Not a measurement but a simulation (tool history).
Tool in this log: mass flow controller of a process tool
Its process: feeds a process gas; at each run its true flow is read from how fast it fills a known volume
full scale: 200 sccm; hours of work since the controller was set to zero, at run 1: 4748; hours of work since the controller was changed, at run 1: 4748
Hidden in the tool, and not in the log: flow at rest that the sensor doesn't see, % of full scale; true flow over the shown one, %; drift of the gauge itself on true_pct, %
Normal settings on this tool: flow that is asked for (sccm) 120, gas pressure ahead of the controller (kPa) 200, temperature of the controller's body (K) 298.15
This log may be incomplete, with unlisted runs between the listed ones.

run	hour	flow that is asked for (sccm)	gas pressure ahead of the controller (kPa)	temperature of the controller's body (K)	hours of work since the controller was set to zero	hours of work since the controller was changed	true flow (%)
1	0	120	200	298.15	4748	4748	96.54
2	103.2	120	200	298.15	4783	4783	96.49
3	193.2	120	200	298.15	4813	4813	96.55
4	351.3	120	200	298.15	4865	4865	96.55
5	458	120	200	298.15	4901	4901	96.41
6	610.7	120	200	298.15	4952	4952	96.34
7	778	120	200	298.15	5008	5008	96.47
8	886.9	120	200	298.15	5044	5044	96.31
9	967.9	26	200	308.15	5071	5071	98.86
# hour 983: controller's zero set anew
10	1088.9	47	234	300.15	35	5111	99.1
11	1211	120	200	303.15	76	5152	96.67
12	1353.6	61	189	296.15	124	5199	98.59
# hour 1418.1: controller's zero set anew, once more
13	1484.4	121	141	306.15	22	5243	94.85
14	1612.2	183	197	304.15	65	5286	95.37
# hour 1718.2: controller exchanged for a calibrated one
15	1752	183	197	304.15	11	11	99.19

What differs in the tool's unlogged condition from the final listed run ahead of each entry between runs to the first listed run following it?
Runs 9 to 10: controller's zero set anew (hour 983)
  flow at rest that the sensor doesn't see, % of full scale: 0.755 -> 1.237; true flow over the shown one, %: -3.88 -> -3.91
  difference, measured minus the result without the unlogged condition, true flow (%): +1.93 -> +1.35
Runs 12 to 13: controller's zero set anew, once more (hour 1418.1)
  flow at rest that the sensor doesn't see, % of full scale: 1.249 -> 0.013; true flow over the shown one, %: -3.98 -> -4.01
  difference, measured minus the result without the unlogged condition, true flow (%): +0.12 -> -3.99
Runs 14 to 15: controller exchanged for a calibrated one (hour 1718.2)
  flow at rest that the sensor doesn't see, % of full scale: 0.019 -> 0.051; true flow over the shown one, %: -4.04 -> -0.19
  difference, measured minus the result without the unlogged condition, true flow (%): -4.02 -> -0.13
